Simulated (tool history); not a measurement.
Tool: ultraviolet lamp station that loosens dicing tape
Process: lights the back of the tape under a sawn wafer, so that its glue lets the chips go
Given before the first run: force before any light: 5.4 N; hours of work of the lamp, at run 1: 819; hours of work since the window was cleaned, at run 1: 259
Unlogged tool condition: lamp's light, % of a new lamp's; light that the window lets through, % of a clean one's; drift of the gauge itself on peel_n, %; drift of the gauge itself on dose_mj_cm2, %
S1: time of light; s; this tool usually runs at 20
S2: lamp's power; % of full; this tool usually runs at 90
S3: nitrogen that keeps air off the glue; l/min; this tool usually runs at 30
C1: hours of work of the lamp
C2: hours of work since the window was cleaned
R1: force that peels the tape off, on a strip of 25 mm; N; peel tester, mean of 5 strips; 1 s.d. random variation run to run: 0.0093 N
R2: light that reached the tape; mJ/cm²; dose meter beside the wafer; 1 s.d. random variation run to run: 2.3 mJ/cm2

{"run": 1, "hour": 0.0, "S1": 20, "S2": 90, "S3": 30, "C1": 819, "C2": 259, "R1": 0.388, "R2": 233}
{"run": 2, "hour": 63.9, "S1": 20, "S2": 90, "S3": 30, "C1": 850, "C2": 290, "R1": 0.402, "R2": 230}
{"hour": 130.5, "done": "window cleaned of glue's vapour"}
{"run": 3, "hour": 148.8, "S1": 20, "S2": 90, "S3": 30, "C1": 891, "C2": 9, "R1": 0.39, "R2": 229}
{"run": 4, "hour": 214.9, "S1": 20, "S2": 90, "S3": 30, "C1": 923, "C2": 41, "R1": 0.398, "R2": 235}
{"run": 5, "hour": 315.8, "S1": 20, "S2": 90, "S3": 30, "C1": 973, "C2": 91, "R1": 0.383, "R2": 232}
{"run": 6, "hour": 394.3, "S1": 20, "S2": 90, "S3": 15, "C1": 1011, "C2": 129, "R1": 0.512, "R2": 237}
{"run": 7, "hour": 438.4, "S1": 20, "S2": 90, "S3": 17, "C1": 1033, "C2": 151, "R1": 0.497, "R2": 233}
{"run": 8, "hour": 490.8, "S1": 20, "S2": 90, "S3": 17, "C1": 1058, "C2": 176, "R1": 0.496, "R2": 231}
{"run": 9, "hour": 586.8, "S1": 20, "S2": 90, "S3": 23, "C1": 1105, "C2": 223, "R1": 0.431, "R2": 231}
{"run": 10, "hour": 636.1, "S1": 20, "S2": 90, "S3": 23, "C1": 1129, "C2": 247, "R1": 0.428, "R2": 229}
{"run": 11, "hour": 701.8, "S1": 20, "S2": 90, "S3": 23, "C1": 1161, "C2": 279, "R1": 0.441, "R2": 233}
{"run": 12, "hour": 768.8, "S1": 20, "S2": 90, "S3": 23, "C1": 1194, "C2": 312, "R1": 0.445, "R2": 230}
{"hour": 792.3, "done": "window cleaned of glue's vapour"}
{"run": 13, "hour": 856.4, "S1": 20, "S2": 90, "S3": 23, "C1": 1237, "C2": 31, "R1": 0.433, "R2": 231}
{"run": 14, "hour": 916.1, "S1": 20, "S2": 90, "S3": 23, "C1": 1266, "C2": 60, "R1": 0.438, "R2": 235}
{"run": 15, "hour": 1009.2, "S1": 20, "S2": 90, "S3": 23, "C1": 1311, "C2": 106, "R1": 0.448, "R2": 232}
{"run": 16, "hour": 1060.3, "S1": 20, "S2": 90, "S3": 23, "C1": 1336, "C2": 131, "R1": 0.438, "R2": 232}
{"run": 17, "hour": 1159.3, "S1": 20, "S2": 90, "S3": 23, "C1": 1385, "C2": 179, "R1": 0.447, "R2": 231}
{"run": 18, "hour": 1227.1, "S1": 20, "S2": 77, "S3": 23, "C1": 1418, "C2": 213, "R1": 0.611, "R2": 192}
{"run": 19, "hour": 1294.5, "S1": 20, "S2": 77, "S3": 23, "C1": 1451, "C2": 246, "R1": 0.636, "R2": 198}
{"run": 20, "hour": 1338.4, "S1": 20, "S2": 77, "S3": 23, "C1": 1472, "C2": 267, "R1": 0.598, "R2": 201}
{"run": 21, "hour": 1413.4, "S1": 27, "S2": 90, "S3": 30, "C1": 1509, "C2": 304, "R1": 0.194, "R2": 308}
{"hour": 1450.1, "done": "window cleaned of glue's vapour"}
{"run": 22, "hour": 1505.8, "S1": 20, "S2": 98, "S3": 30, "C1": 1554, "C2": 27, "R1": 0.335, "R2": 253}
{"run": 23, "hour": 1597.5, "S1": 34, "S2": 82, "S3": 51, "C1": 1599, "C2": 72, "R1": 0.131, "R2": 362}
{"run": 24, "hour": 1676.2, "S1": 34, "S2": 82, "S3": 51, "C1": 1637, "C2": 111, "R1": 0.124, "R2": 361}
{"run": 25, "hour": 1736.7, "S1": 28, "S2": 81, "S3": 30, "C1": 1667, "C2": 140, "R1": 0.227, "R2": 291}
{"run": 26, "hour": 1838.3, "S1": 27, "S2": 93, "S3": 29, "C1": 1717, "C2": 190, "R1": 0.203, "R2": 325}
{"run": 27, "hour": 1895.2, "S1": 11, "S2": 90, "S3": 18, "C1": 1744, "C2": 218, "R1": 1.407, "R2": 127}
{"hour": 1941.7, "done": "lamp changed"}
{"run": 28, "hour": 1952.4, "S1": 20, "S2": 99, "S3": 30, "C1": 5, "C2": 245, "R1": 0.315, "R2": 259}
{"run": 29, "hour": 2019.4, "S1": 34, "S2": 99, "S3": 30, "C1": 38, "C2": 278, "R1": 0.103, "R2": 435}
{"run": 30, "hour": 2092.9, "S1": 34, "S2": 83, "S3": 12, "C1": 74, "C2": 314, "R1": 0.231, "R2": 368}
{"hour": 2107.8, "done": "window cleaned of glue's vapour"}
{"run": 31, "hour": 2171.9, "S1": 33, "S2": 62, "S3": 25, "C1": 112, "C2": 31, "R1": 0.312, "R2": 260}
{"run": 32, "hour": 2242.7, "S1": 33, "S2": 62, "S3": 25, "C1": 147, "C2": 66, "R1": 0.309, "R2": 263}
{"run": 33, "hour": 2344.3, "S1": 20, "S2": 90, "S3": 45, "C1": 197, "C2": 116, "R1": 0.341, "R2": 232}
{"run": 34, "hour": 2406.3, "S1": 28, "S2": 90, "S3": 12, "C1": 227, "C2": 146, "R1": 0.291, "R2": 323}

Predict the results of run 35:
{"run": 35, "hour": 2454.0, "S1": 20, "S2": 83, "S3": 38, "C1": 250, "C2": 169, "R1": "?", "R2": "?"}

{"run 35": {"R1": 0.443, "R2": 217}}
With no hidden state in the tool, this same run would have given R1 0.442 N, R2 217 mJ/cm².
